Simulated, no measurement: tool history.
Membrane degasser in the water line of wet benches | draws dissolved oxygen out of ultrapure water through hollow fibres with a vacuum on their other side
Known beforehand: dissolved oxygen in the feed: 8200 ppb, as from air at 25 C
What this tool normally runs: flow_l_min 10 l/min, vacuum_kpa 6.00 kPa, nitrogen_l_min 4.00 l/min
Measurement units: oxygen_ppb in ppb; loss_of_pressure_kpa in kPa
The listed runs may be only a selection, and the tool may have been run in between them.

{"run": 1, "hour": 0.0, "flow_l_min": 10, "vacuum_kpa": 6.0, "nitrogen_l_min": 4.0, "oxygen_ppb": 33.5, "loss_of_pressure_kpa": 68.75}
{"run": 2, "hour": 90.3, "flow_l_min": 10, "vacuum_kpa": 6.0, "nitrogen_l_min": 4.0, "oxygen_ppb": 33.0, "loss_of_pressure_kpa": 68.42}
{"run": 3, "hour": 201.2, "flow_l_min": 10, "vacuum_kpa": 6.0, "nitrogen_l_min": 4.0, "oxygen_ppb": 33.4, "loss_of_pressure_kpa": 68.12}
{"run": 4, "hour": 281.7, "flow_l_min": 10, "vacuum_kpa": 6.0, "nitrogen_l_min": 4.0, "oxygen_ppb": 32.5, "loss_of_pressure_kpa": 68.03}
{"run": 5, "hour": 367.4, "flow_l_min": 10, "vacuum_kpa": 6.0, "nitrogen_l_min": 4.0, "oxygen_ppb": 33.4, "loss_of_pressure_kpa": 68.17}
{"run": 6, "hour": 524.9, "flow_l_min": 10, "vacuum_kpa": 6.0, "nitrogen_l_min": 4.0, "oxygen_ppb": 33.3, "loss_of_pressure_kpa": 68.09}
{"run": 7, "hour": 629.7, "flow_l_min": 10, "vacuum_kpa": 6.0, "nitrogen_l_min": 4.0, "oxygen_ppb": 32.7, "loss_of_pressure_kpa": 68.04}
{"run": 8, "hour": 717.8, "flow_l_min": 10, "vacuum_kpa": 6.0, "nitrogen_l_min": 4.0, "oxygen_ppb": 33.4, "loss_of_pressure_kpa": 68.05}
{"run": 9, "hour": 803.2, "flow_l_min": 10, "vacuum_kpa": 6.0, "nitrogen_l_min": 4.0, "oxygen_ppb": 33.0, "loss_of_pressure_kpa": 67.71}
{"run": 10, "hour": 976.5, "flow_l_min": 10, "vacuum_kpa": 6.0, "nitrogen_l_min": 4.0, "oxygen_ppb": 33.4, "loss_of_pressure_kpa": 67.74}
{"run": 11, "hour": 1111.8, "flow_l_min": 10, "vacuum_kpa": 6.0, "nitrogen_l_min": 4.0, "oxygen_ppb": 32.4, "loss_of_pressure_kpa": 68.26}
{"run": 12, "hour": 1276.3, "flow_l_min": 10, "vacuum_kpa": 6.0, "nitrogen_l_min": 4.0, "oxygen_ppb": 33.5, "loss_of_pressure_kpa": 67.78}
{"run": 13, "hour": 1440.2, "flow_l_min": 10, "vacuum_kpa": 6.0, "nitrogen_l_min": 7.73, "oxygen_ppb": 24.2, "loss_of_pressure_kpa": 67.56}
{"run": 14, "hour": 1578.3, "flow_l_min": 10, "vacuum_kpa": 6.0, "nitrogen_l_min": 7.73, "oxygen_ppb": 24.7, "loss_of_pressure_kpa": 68.2}
{"run": 15, "hour": 1690.1, "flow_l_min": 10, "vacuum_kpa": 6.0, "nitrogen_l_min": 7.73, "oxygen_ppb": 24.6, "loss_of_pressure_kpa": 68.1}
{"run": 16, "hour": 1819.1, "flow_l_min": 10, "vacuum_kpa": 6.0, "nitrogen_l_min": 7.73, "oxygen_ppb": 24.7, "loss_of_pressure_kpa": 67.18}
{"run": 17, "hour": 1971.9, "flow_l_min": 10, "vacuum_kpa": 7.51, "nitrogen_l_min": 4.0, "oxygen_ppb": 42.2, "loss_of_pressure_kpa": 67.89}
{"run": 18, "hour": 2058.7, "flow_l_min": 10, "vacuum_kpa": 7.51, "nitrogen_l_min": 4.0, "oxygen_ppb": 42.4, "loss_of_pressure_kpa": 67.9}
{"run": 19, "hour": 2223.5, "flow_l_min": 10, "vacuum_kpa": 7.51, "nitrogen_l_min": 4.0, "oxygen_ppb": 42.5, "loss_of_pressure_kpa": 67.63}
{"run": 20, "hour": 2380.8, "flow_l_min": 8, "vacuum_kpa": 10.57, "nitrogen_l_min": 10.5, "oxygen_ppb": 20.1, "loss_of_pressure_kpa": 54.16}
{"run": 21, "hour": 2543.1, "flow_l_min": 8, "vacuum_kpa": 10.57, "nitrogen_l_min": 10.5, "oxygen_ppb": 20.1, "loss_of_pressure_kpa": 54.08}
{"run": 22, "hour": 2684.8, "flow_l_min": 8, "vacuum_kpa": 13.22, "nitrogen_l_min": 7.12, "oxygen_ppb": 34.4, "loss_of_pressure_kpa": 53.99}
{"run": 23, "hour": 2789.8, "flow_l_min": 8, "vacuum_kpa": 7.02, "nitrogen_l_min": 6.84, "oxygen_ppb": 16.7, "loss_of_pressure_kpa": 53.77}
{"run": 24, "hour": 2943.8, "flow_l_min": 8, "vacuum_kpa": 7.02, "nitrogen_l_min": 6.84, "oxygen_ppb": 17.0, "loss_of_pressure_kpa": 54.39}
{"run": 25, "hour": 3120.1, "flow_l_min": 8, "vacuum_kpa": 7.02, "nitrogen_l_min": 6.84, "oxygen_ppb": 16.5, "loss_of_pressure_kpa": 54.14}
{"run": 26, "hour": 3249.9, "flow_l_min": 8, "vacuum_kpa": 7.02, "nitrogen_l_min": 6.84, "oxygen_ppb": 17.4, "loss_of_pressure_kpa": 54.04}
{"run": 27, "hour": 3356.9, "flow_l_min": 11, "vacuum_kpa": 6.44, "nitrogen_l_min": 4.0, "oxygen_ppb": 46.1, "loss_of_pressure_kpa": 73.92}
{"run": 28, "hour": 3463.4, "flow_l_min": 10, "vacuum_kpa": 6.0, "nitrogen_l_min": 5.4, "oxygen_ppb": 28.9, "loss_of_pressure_kpa": 67.7}
{"run": 29, "hour": 3587.3, "flow_l_min": 10, "vacuum_kpa": 6.0, "nitrogen_l_min": 5.4, "oxygen_ppb": 28.7, "loss_of_pressure_kpa": 67.75}
{"run": 30, "hour": 3740.4, "flow_l_min": 10, "vacuum_kpa": 6.0, "nitrogen_l_min": 1.96, "oxygen_ppb": 50.6, "loss_of_pressure_kpa": 67.45}
{"run": 31, "hour": 3890.1, "flow_l_min": 13, "vacuum_kpa": 4.26, "nitrogen_l_min": 4.86, "oxygen_ppb": 50.2, "loss_of_pressure_kpa": 87.42}

How would selected steps in oxygen_ppb from run to run divide? Give the signed amount a tool lacking its hidden state would still show from settings, what came in and random variation, and the signed amount left for the hidden state, including any gauge scatter that is not in both of the compared results.
Hidden state present: membrane still open, %; true pressure behind the membrane over the reading, kPa; air that leaks in behind the membrane, l/min; drift of the gauge itself on oxygen_ppb, %; drift of the gauge itself on loss_of_pressure_kpa, %.
Run 19 -> 20: flow_l_min 10 -> 8, vacuum_kpa 7.51 -> 10.57, nitrogen_l_min 4.00 -> 10.50. oxygen_ppb -22.4 ppb: hidden state -0.1, all else -22.3.
Run 26 -> 27: flow_l_min 8 -> 11, vacuum_kpa 7.02 -> 6.44, nitrogen_l_min 6.84 -> 4.00. oxygen_ppb +28.7 ppb: hidden state +0.3, all else +28.4.
Run 27 -> 28: flow_l_min 11 -> 10, vacuum_kpa 6.44 -> 6.00, nitrogen_l_min 4.00 -> 5.40. oxygen_ppb -17.2 ppb: hidden state -0.2, all else -17.0.
Run 29 -> 30: nitrogen_l_min 5.40 -> 1.96. oxygen_ppb +21.9 ppb: hidden state +0.1, all else +21.8.
Run 30 -> 31: flow_l_min 10 -> 13, vacuum_kpa 6.00 -> 4.26, nitrogen_l_min 1.96 -> 4.86. oxygen_ppb -0.4 ppb: hidden state +0.2, all else -0.6.
